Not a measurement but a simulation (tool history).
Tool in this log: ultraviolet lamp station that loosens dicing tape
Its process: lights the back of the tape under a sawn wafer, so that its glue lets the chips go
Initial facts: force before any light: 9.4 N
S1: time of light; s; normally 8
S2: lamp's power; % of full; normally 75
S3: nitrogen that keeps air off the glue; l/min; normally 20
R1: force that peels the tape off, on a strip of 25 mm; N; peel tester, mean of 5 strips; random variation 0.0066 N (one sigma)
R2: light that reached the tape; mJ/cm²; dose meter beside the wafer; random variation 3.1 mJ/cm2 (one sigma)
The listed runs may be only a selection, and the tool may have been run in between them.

run	hour	S1	S2	S3	R1	R2
1	0.0	8	75	20	0.618	320
# hour 11.4: window cleaned of glue's vapour
2	60.7	8	75	20	0.532	344
3	125.1	8	75	20	0.610	320
4	193.9	8	88	20	0.463	356
5	230.6	8	88	20	0.524	345
6	276.6	8	88	20	0.603	327
# hour 306.1: window cleaned of glue's vapour
7	347.7	8	88	20	0.509	348
8	426.2	8	88	20	0.635	322
# hour 486.2: lamp changed
9	491.8	8	88	20	0.162	512
10	537.2	8	88	20	0.191	492
11	576.5	8	75	20	0.315	406
# hour 599.2: window cleaned of glue's vapour
12	613.8	8	75	20	0.243	445
13	676.3	8	75	20	0.288	421
14	714.3	8	75	18	0.360	412
15	791.6	8	75	18	0.426	387
16	840.4	14	75	20	0.101	641
# hour 892.9: window cleaned of glue's vapour
17	896.0	14	75	20	0.097	689
18	959.3	8	75	20	0.415	371
19	1019.2	8	75	20	0.484	356
20	1069.9	8	78	20	0.489	352
21	1138.5	8	75	14	0.970	318
# hour 1182.0: window cleaned of glue's vapour
22	1207.3	8	75	14	0.819	331
23	1291.1	11	75	20	0.289	423
24	1354.4	11	75	20	0.351	398
25	1439.5	11	75	20	0.464	365
# hour 1476.2: window cleaned of glue's vapour
26	1512.5	8	77	10	1.424	287
# hour 1539.1: lamp changed
27	1587.7	7	77	19	0.368	401
28	1637.1	7	86	19	0.292	431
29	1675.6	7	71	7	1.459	340
30	1749.6	13	81	31	0.075	689
# hour 1770.2: window cleaned of glue's vapour
31	1833.5	13	81	31	0.071	704
32	1916.6	6	76	35	0.509	284
33	1980.1	10	78	23	0.191	462
34	2046.7	13	97	20	0.087	708
# hour 2059.3: window cleaned of glue's vapour
35	2090.7	13	97	12	0.116	769
36	2144.1	13	97	20	0.080	727
37	2229.2	13	99	38	0.085	689
38	2317.0	12	68	14	0.500	403
# hour 2347.5: window cleaned of glue's vapour
39	2400.4	6	99	22	0.653	300
40	2445.4	14	92	11	0.182	628
41	2520.4	5	85	30	1.352	194

Alternative continuations, all from the tool just after run 41; predict every row:
# hour 2590.5: lamp changed
A	2592.0	15	78	20	?	?
# hour 2590.5: lamp changed
B	2592.0	5	63	39	?	?
# hour 2590.5: lamp changed
C	2592.0	15	67	15	?	?
# hour 2590.5: lamp changed
D	2592.0	8	75	7	?	?
# hour 2590.5: lamp changed
E	2592.0	8	91	7	?	?

run	R1	R2
A	0.075	833
B	0.835	225
C	0.096	719
D	0.895	428
E	0.557	516
With no hidden state in the tool, these same runs would have given:
run	R1	R2
A	0.072	924
B	0.651	249
C	0.080	798
D	0.702	475
E	0.424	573
